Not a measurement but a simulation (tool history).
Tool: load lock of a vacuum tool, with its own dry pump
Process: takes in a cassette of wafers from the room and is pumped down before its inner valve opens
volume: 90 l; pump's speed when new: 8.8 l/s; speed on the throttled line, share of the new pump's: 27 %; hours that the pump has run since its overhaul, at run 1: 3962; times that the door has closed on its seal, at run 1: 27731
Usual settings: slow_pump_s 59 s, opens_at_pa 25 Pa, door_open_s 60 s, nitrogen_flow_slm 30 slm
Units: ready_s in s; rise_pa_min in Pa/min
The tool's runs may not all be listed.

run      day  slow_pump_s  opens_at_pa  door_open_s  nitrogen_flow_slm  hours that the pump has run since its overhaul  times that the door has closed on its seal  incoming humidity of the room's air, %  ready_s  rise_pa_min
  1        0           59           25           60                 30                                            3962                                       27731                                    45.7    133.1        0.414
  2   14.812           59           25           60                 30                                            4317                                       28570                                    40.2    134.6        0.435
  3     28.7           59           18           60                 30                                            4651                                       29357                                    48.2    139.9        0.461
  4   46.154           59           18           60                 30                                            5070                                       30346                                    46.1    138.7        0.473
  5   60.383           59           18           60                 30                                            5411                                       31153                                    44.2    139.4        0.507
  6   78.571           59           18           60                 30                                            5848                                       32183                                      44    141.3        0.528
  7   90.862           59           18           60                 30                                            6143                                       32880                                    41.1    140.6        0.534
  8  106.142           59           18           60                 30                                            6509                                       33746                                    44.9    141.3        0.567
     119.208  -- door's seal changed, seat wiped
  9  125.967           59           18           60                 30                                            6984                                         383                                    40.9      142        0.023
 10  138.646           59           18           60                 30                                            7288                                        1102                                      45    142.8        0.029
 11  148.117           59           18           29                 44                                            7515                                        1639                                    45.5      143        0.023
 12  164.658           48           42           78                 24                                            7912                                        2576                                    44.7    124.7        0.043
 13  173.175           59           25           62                 31                                            8117                                        3059                                    45.5      140        0.038
 14  188.308           46           31           62                 11                                            8480                                        3916                                    39.9    127.8        0.051
 15  203.592           46           31           62                 11                                            8847                                        4782                                    43.9    128.5        0.067
 16    223.2           59           20           60                  5                                            9317                                        5893                                    46.1    146.7        0.085
 17  242.788           36           19           85                 30                                            9787                                        7003                                    44.9    130.9        0.074

4 ways to go on from here, each from the tool as it stands after run 17. What would each give?
  A  258.179           36           32          171                 30                                           10157                                        7875                                    45.2        ?            ?
  B  258.179           44           25           60                 30                                           10157                                        7875                                    48.5        ?            ?
  C  258.179           36           23           85                  5                                           10157                                        7875                                    47.9        ?            ?
  D  258.179           59           25           70                 17                                           10157                                        7875                                    45.7        ?            ?

run  ready_s  rise_pa_min
  A    125.5        0.093
  B    134.3        0.076
  C    129.5        0.108
  D    142.4        0.087
Without the tool's hidden state the same runs would have given:
run  ready_s  rise_pa_min
  A      109        0.036
  B    117.7         0.02
  C    112.2        0.052
  D    126.8         0.03

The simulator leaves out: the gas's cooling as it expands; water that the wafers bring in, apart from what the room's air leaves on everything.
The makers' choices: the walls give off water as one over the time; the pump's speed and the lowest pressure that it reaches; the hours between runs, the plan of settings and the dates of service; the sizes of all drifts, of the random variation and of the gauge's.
